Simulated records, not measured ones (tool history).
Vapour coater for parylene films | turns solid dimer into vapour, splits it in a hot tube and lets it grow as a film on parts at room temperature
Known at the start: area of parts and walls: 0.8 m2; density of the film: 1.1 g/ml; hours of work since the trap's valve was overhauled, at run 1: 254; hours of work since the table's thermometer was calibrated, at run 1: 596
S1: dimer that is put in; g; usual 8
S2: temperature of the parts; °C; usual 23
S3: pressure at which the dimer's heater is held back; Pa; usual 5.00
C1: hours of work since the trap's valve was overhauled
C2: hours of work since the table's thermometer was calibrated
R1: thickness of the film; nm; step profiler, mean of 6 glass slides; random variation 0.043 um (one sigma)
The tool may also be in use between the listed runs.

| run | hour | S1 | S2 | S3 | C1 | C2 | R1 |
|---|---|---|---|---|---|---|---|
| 1 | 0.0 | 8 | 23 | 5.00 | 254 | 596 | 6150 |
| 2 | 27.9 | 8 | 23 | 5.00 | 272 | 615 | 6250 |
| 3 | 50.0 | 5 | 23 | 5.00 | 287 | 630 | 3840 |
| 4 | 77.4 | 5 | 23 | 5.00 | 306 | 648 | 3820 |
| 5 | 103.0 | 9 | 23 | 5.00 | 323 | 666 | 6870 |
| 6 | 115.8 | 9 | 23 | 5.00 | 332 | 674 | 6840 |
| 7 | 141.6 | 8 | 23 | 5.00 | 349 | 692 | 6110 |
| 8 | 164.2 | 8 | 26 | 5.00 | 364 | 707 | 5740 |
| 9 | 195.0 | 6 | 23 | 5.00 | 385 | 728 | 4480 |
| 10 | 221.1 | 8 | 23 | 5.00 | 403 | 745 | 6010 |
| 11 | 250.7 | 8 | 23 | 5.00 | 423 | 765 | 6000 |
| 12 | 274.3 | 8 | 23 | 5.00 | 439 | 781 | 5870 |
| 13 | 286.7 | 8 | 23 | 8.11 | 447 | 789 | 5520 |
| 14 | 300.3 | 8 | 23 | 5.00 | 456 | 799 | 5880 |
| 15 | 319.4 | 8 | 23 | 5.00 | 469 | 811 | 5870 |
| 16 | 340.3 | 8 | 23 | 5.00 | 483 | 826 | 5840 |
| 17 | 361.5 | 8 | 23 | 5.00 | 497 | 840 | 5850 |
| 18 | 378.1 | 8 | 23 | 5.00 | 509 | 851 | 5720 |
| 19 | 406.1 | 8 | 23 | 5.00 | 527 | 870 | 5800 |
| 20 | 433.2 | 8 | 23 | 5.00 | 546 | 888 | 5670 |
|  | 446.1 | trap's valve overhauled |
| 21 | 465.0 | 8 | 23 | 5.00 | 13 | 907 | 6590 |
| 22 | 486.2 | 8 | 23 | 5.00 | 27 | 921 | 6600 |
| 23 | 510.9 | 8 | 23 | 5.00 | 44 | 938 | 6570 |
| 24 | 538.5 | 8 | 23 | 4.42 | 62 | 957 | 6630 |
| 25 | 552.6 | 8 | 23 | 4.42 | 72 | 966 | 6650 |
| 26 | 581.1 | 3 | 20 | 2.71 | 91 | 985 | 2770 |
| 27 | 608.0 | 3 | 20 | 2.71 | 109 | 1003 | 2810 |
| 28 | 622.3 | 3 | 20 | 2.71 | 119 | 1013 | 2770 |
| 29 | 644.2 | 9 | 22 | 3.52 | 134 | 1028 | 7770 |
| 30 | 673.3 | 9 | 22 | 3.52 | 153 | 1047 | 7780 |
| 31 | 696.0 | 6 | 26 | 6.45 | 168 | 1063 | 4360 |
| 32 | 716.3 | 3 | 30 | 6.45 | 182 | 1076 | 1970 |
| 33 | 746.5 | 9 | 26 | 2.34 | 203 | 1097 | 7330 |
| 34 | 771.4 | 5 | 17 | 5.00 | 219 | 1114 | 4510 |
| 35 | 793.5 | 5 | 22 | 3.44 | 234 | 1129 | 4200 |
| 36 | 824.1 | 5 | 22 | 3.44 | 255 | 1149 | 4130 |
| 37 | 840.2 | 5 | 26 | 4.34 | 266 | 1160 | 3700 |
| 38 | 864.8 | 10 | 20 | 3.90 | 282 | 1177 | 8490 |
| 39 | 877.8 | 9 | 25 | 4.90 | 291 | 1185 | 6650 |
| 40 | 897.3 | 3 | 35 | 2.42 | 304 | 1199 | 2000 |
| 41 | 913.5 | 3 | 35 | 2.42 | 315 | 1209 | 2000 |
| 42 | 937.4 | 7 | 20 | 2.42 | 331 | 1226 | 6190 |
| 43 | 961.9 | 9 | 31 | 4.71 | 348 | 1242 | 5870 |
| 44 | 983.8 | 7 | 28 | 4.71 | 363 | 1257 | 4800 |
| 45 | 1014.0 | 10 | 16 | 4.71 | 383 | 1277 | 8680 |
| 46 | 1028.3 | 8 | 21 | 5.00 | 393 | 1287 | 6240 |
| 47 | 1048.2 | 8 | 24 | 5.00 | 406 | 1300 | 5850 |

Hidden state at the last listed run before each entry between runs and at the first one after, where it differs:
Between runs 20 and 21: trap's valve overhauled (hour 446.1)
  vapour lost through the trap's worn valve, %: 13.7 -> 0.9; true temperature of the parts over the reading, C: 0.74 -> 0.75
  measured less the result without the state, R1: -990 -> -160 nm
